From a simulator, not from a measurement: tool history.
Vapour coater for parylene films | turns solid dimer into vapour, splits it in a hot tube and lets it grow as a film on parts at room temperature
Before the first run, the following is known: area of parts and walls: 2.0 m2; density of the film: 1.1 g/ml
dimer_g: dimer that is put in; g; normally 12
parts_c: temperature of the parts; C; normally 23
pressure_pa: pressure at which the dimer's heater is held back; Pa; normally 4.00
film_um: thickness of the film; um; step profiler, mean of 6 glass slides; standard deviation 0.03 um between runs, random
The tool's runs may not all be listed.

{"run": 1, "hour": 0.0, "dimer_g": 12, "parts_c": 23, "pressure_pa": 4.0, "film_um": 2.68}
{"run": 2, "hour": 54.3, "dimer_g": 12, "parts_c": 23, "pressure_pa": 4.0, "film_um": 2.63}
{"run": 3, "hour": 108.2, "dimer_g": 12, "parts_c": 23, "pressure_pa": 5.51, "film_um": 2.49}
{"run": 4, "hour": 151.6, "dimer_g": 12, "parts_c": 25, "pressure_pa": 4.0, "film_um": 2.4}
{"run": 5, "hour": 185.5, "dimer_g": 12, "parts_c": 23, "pressure_pa": 4.0, "film_um": 2.54}
{"run": 6, "hour": 224.9, "dimer_g": 12, "parts_c": 23, "pressure_pa": 4.0, "film_um": 2.49}
{"run": 7, "hour": 268.9, "dimer_g": 12, "parts_c": 23, "pressure_pa": 4.0, "film_um": 2.44}
{"run": 8, "hour": 323.8, "dimer_g": 12, "parts_c": 16, "pressure_pa": 4.0, "film_um": 3.34}
{"run": 9, "hour": 366.7, "dimer_g": 12, "parts_c": 16, "pressure_pa": 4.0, "film_um": 3.26}
{"run": 10, "hour": 412.7, "dimer_g": 12, "parts_c": 16, "pressure_pa": 4.0, "film_um": 3.21}
{"run": 11, "hour": 464.1, "dimer_g": 12, "parts_c": 16, "pressure_pa": 4.0, "film_um": 3.16}
{"run": 12, "hour": 506.2, "dimer_g": 12, "parts_c": 16, "pressure_pa": 4.0, "film_um": 3.09}
{"run": 13, "hour": 529.2, "dimer_g": 12, "parts_c": 25, "pressure_pa": 4.0, "film_um": 2.0}
{"run": 14, "hour": 577.4, "dimer_g": 12, "parts_c": 23, "pressure_pa": 4.0, "film_um": 2.84}
{"run": 15, "hour": 601.0, "dimer_g": 12, "parts_c": 23, "pressure_pa": 4.0, "film_um": 2.86}
{"run": 16, "hour": 624.5, "dimer_g": 12, "parts_c": 21, "pressure_pa": 4.0, "film_um": 3.03}
{"run": 17, "hour": 677.2, "dimer_g": 12, "parts_c": 21, "pressure_pa": 4.0, "film_um": 3.03}
{"run": 18, "hour": 705.1, "dimer_g": 12, "parts_c": 23, "pressure_pa": 4.0, "film_um": 2.72}
{"run": 19, "hour": 742.3, "dimer_g": 12, "parts_c": 23, "pressure_pa": 4.0, "film_um": 2.7}
{"run": 20, "hour": 778.9, "dimer_g": 14, "parts_c": 23, "pressure_pa": 4.0, "film_um": 3.13}
{"run": 21, "hour": 805.9, "dimer_g": 17, "parts_c": 23, "pressure_pa": 4.0, "film_um": 3.76}
{"run": 22, "hour": 856.2, "dimer_g": 12, "parts_c": 23, "pressure_pa": 4.0, "film_um": 2.64}
{"run": 23, "hour": 888.8, "dimer_g": 6, "parts_c": 23, "pressure_pa": 4.0, "film_um": 1.31}
{"run": 24, "hour": 928.7, "dimer_g": 17, "parts_c": 21, "pressure_pa": 3.27, "film_um": 4.16}
{"run": 25, "hour": 979.4, "dimer_g": 19, "parts_c": 19, "pressure_pa": 11.39, "film_um": 4.04}
{"run": 26, "hour": 1007.7, "dimer_g": 17, "parts_c": 19, "pressure_pa": 11.41, "film_um": 3.57}
{"run": 27, "hour": 1062.6, "dimer_g": 20, "parts_c": 23, "pressure_pa": 2.68, "film_um": 4.98}
{"run": 28, "hour": 1116.8, "dimer_g": 20, "parts_c": 19, "pressure_pa": 2.68, "film_um": 5.91}
{"run": 29, "hour": 1164.0, "dimer_g": 10, "parts_c": 22, "pressure_pa": 11.16, "film_um": 1.99}
{"run": 30, "hour": 1206.0, "dimer_g": 10, "parts_c": 25, "pressure_pa": 11.16, "film_um": 1.72}
{"run": 31, "hour": 1235.9, "dimer_g": 10, "parts_c": 25, "pressure_pa": 11.16, "film_um": 1.72}
{"run": 32, "hour": 1282.1, "dimer_g": 12, "parts_c": 19, "pressure_pa": 4.0, "film_um": 3.19}
{"run": 33, "hour": 1328.7, "dimer_g": 12, "parts_c": 19, "pressure_pa": 4.0, "film_um": 3.11}
{"run": 34, "hour": 1379.9, "dimer_g": 17, "parts_c": 19, "pressure_pa": 7.03, "film_um": 4.04}
{"run": 35, "hour": 1402.8, "dimer_g": 12, "parts_c": 18, "pressure_pa": 7.58, "film_um": 2.92}
{"run": 36, "hour": 1446.2, "dimer_g": 12, "parts_c": 18, "pressure_pa": 7.58, "film_um": 2.89}
{"run": 37, "hour": 1480.7, "dimer_g": 6, "parts_c": 35, "pressure_pa": 4.0, "film_um": 0.67}
{"run": 38, "hour": 1533.7, "dimer_g": 6, "parts_c": 35, "pressure_pa": 4.0, "film_um": 0.79}
{"run": 39, "hour": 1557.1, "dimer_g": 10, "parts_c": 35, "pressure_pa": 7.37, "film_um": 1.15}
{"run": 40, "hour": 1610.7, "dimer_g": 15, "parts_c": 28, "pressure_pa": 4.0, "film_um": 2.65}
{"run": 41, "hour": 1636.5, "dimer_g": 15, "parts_c": 28, "pressure_pa": 4.0, "film_um": 2.69}
{"run": 42, "hour": 1682.9, "dimer_g": 15, "parts_c": 28, "pressure_pa": 4.0, "film_um": 2.69}
{"run": 43, "hour": 1729.0, "dimer_g": 22, "parts_c": 22, "pressure_pa": 11.79, "film_um": 4.28}
{"run": 44, "hour": 1778.9, "dimer_g": 22, "parts_c": 22, "pressure_pa": 11.79, "film_um": 4.19}
{"run": 45, "hour": 1821.3, "dimer_g": 22, "parts_c": 22, "pressure_pa": 11.79, "film_um": 4.18}
{"run": 46, "hour": 1854.3, "dimer_g": 22, "parts_c": 22, "pressure_pa": 11.79, "film_um": 4.12}

Not shown here: 4 entries made in the log between runs. Locate each between two listed runs and compare the hidden state at the listed run before it with the hidden state at the listed run after it:
From run 6 to run 7: trap's valve overhauled (hour 257.5)
  vapour lost through the trap's worn valve, %: 11 -> 15; true temperature of the parts over the reading, C: 0.16 -> 0.17
  measured less the result without the state, film_um: -0.34 -> -0.46 um
From run 13 to run 14: trap's valve overhauled, once more (hour 573.5)
  vapour lost through the trap's worn valve, %: 21.8 -> 0.2; true temperature of the parts over the reading, C: 0.24 -> 0.25
  measured less the result without the state, film_um: -0.59 -> -0.04 um
From run 26 to run 27: trap's valve overhauled (hour 1044.4)
  vapour lost through the trap's worn valve, %: 11.5 -> 0.6; true temperature of the parts over the reading, C: 0.38 -> 0.39
  measured less the result without the state, film_um: -0.54 -> -0.12 um
From run 37 to run 38: trap's valve overhauled (hour 1514.6)
  vapour lost through the trap's worn valve, %: 11.3 -> 0.5; true temperature of the parts over the reading, C: 0.51 -> 0.52
  measured less the result without the state, film_um: -0.11 -> -0.03 um
